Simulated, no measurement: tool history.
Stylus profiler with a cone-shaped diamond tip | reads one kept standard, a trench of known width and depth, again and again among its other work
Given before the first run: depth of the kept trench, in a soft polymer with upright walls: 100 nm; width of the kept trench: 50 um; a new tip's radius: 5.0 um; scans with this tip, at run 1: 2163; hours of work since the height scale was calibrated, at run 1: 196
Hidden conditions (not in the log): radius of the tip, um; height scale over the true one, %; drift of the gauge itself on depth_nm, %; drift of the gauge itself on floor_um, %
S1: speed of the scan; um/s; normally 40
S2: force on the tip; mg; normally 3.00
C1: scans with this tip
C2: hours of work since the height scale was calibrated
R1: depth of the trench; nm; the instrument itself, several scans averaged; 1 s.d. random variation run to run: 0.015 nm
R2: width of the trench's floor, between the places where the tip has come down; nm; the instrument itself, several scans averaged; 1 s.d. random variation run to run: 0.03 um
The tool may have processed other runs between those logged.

run,hour,S1,S2,C1,C2,R1,R2
1,0.0,40,3.00,2163,196,101.34,47680
2,17.3,40,3.00,2261,205,101.34,47680
3,25.8,40,3.00,2310,210,101.36,47660
4,44.2,40,3.00,2415,219,101.31,47650
5,61.6,40,3.00,2514,228,101.33,47650
6,77.3,40,3.00,2603,236,101.33,47630
7,91.0,40,3.00,2681,244,101.32,47580
8,109.1,40,3.00,2785,253,101.34,47610
9,124.9,40,2.05,2875,261,100.99,47610
10,137.5,40,2.05,2947,268,100.97,47530
11,154.1,138,2.05,3041,276,100.96,47240
12,162.0,49,2.05,3087,280,100.98,47490
13,179.8,49,2.05,3188,290,100.99,47510
14,194.6,49,2.05,3272,297,100.99,47510
15,209.2,49,2.05,3355,305,100.95,47500
16,217.6,15,2.05,3404,309,100.96,47650
17,235.0,40,2.71,3502,318,101.19,47490
18,247.7,40,2.71,3575,325,101.18,47540
19,260.7,11,2.71,3649,331,101.23,47620
20,272.0,11,2.71,3714,337,101.20,47590
21,279.9,40,1.03,3759,341,100.55,47420
22,287.5,42,2.91,3802,345,101.30,47480
23,297.8,42,2.91,3861,351,101.25,47510
24,312.8,42,2.91,3946,358,101.26,47450
25,325.1,110,2.14,4016,365,100.97,47210
26,334.2,40,5.18,4068,369,101.93,47530
27,351.6,11,3.00,4167,378,101.29,47560
28,361.9,11,3.00,4226,384,101.28,47540
29,374.5,18,1.10,4298,390,100.57,47470
30,388.7,22,2.58,4379,398,101.12,47520
31,400.1,59,3.81,4444,404,101.53,47370
32,413.0,59,3.81,4518,410,101.53,47400
33,431.0,59,1.13,4620,420,100.55,47250
34,442.0,14,7.09,4683,425,102.42,47480
35,457.2,20,5.44,4769,433,101.98,47490
36,468.6,20,5.44,4834,439,101.97,47460
37,476.4,20,5.44,4879,443,101.96,47470
38,490.3,17,1.48,4959,450,100.68,47390
39,504.9,68,5.16,5042,458,101.89,47370
40,518.1,68,5.16,5117,465,101.88,47330

Below, each run's measurement less what the same run would have read without the hidden state. Both values contain the same run-to-run variation, but the gauge's scatter may not be the same in both:
run,R1,R2
1,-0.14,-220
2,-0.14,-230
3,-0.13,-240
4,-0.14,-250
5,-0.14,-260
6,-0.14,-270
7,-0.15,-280
8,-0.15,-290
9,-0.15,-300
10,-0.16,-310
11,-0.16,-310
12,-0.16,-320
13,-0.16,-330
14,-0.16,-340
15,-0.18,-350
16,-0.17,-350
17,-0.18,-360
18,-0.18,-370
19,-0.18,-380
20,-0.18,-380
21,-0.18,-380
22,-0.18,-390
23,-0.19,-400
24,-0.18,-400
25,-0.19,-410
26,-0.19,-420
27,-0.20,-430
28,-0.20,-430
29,-0.20,-440
30,-0.20,-450
31,-0.21,-450
32,-0.20,-460
33,-0.21,-480
34,-0.22,-490
35,-0.22,-490
36,-0.22,-500
37,-0.22,-500
38,-0.22,-510
39,-0.22,-510
40,-0.23,-530
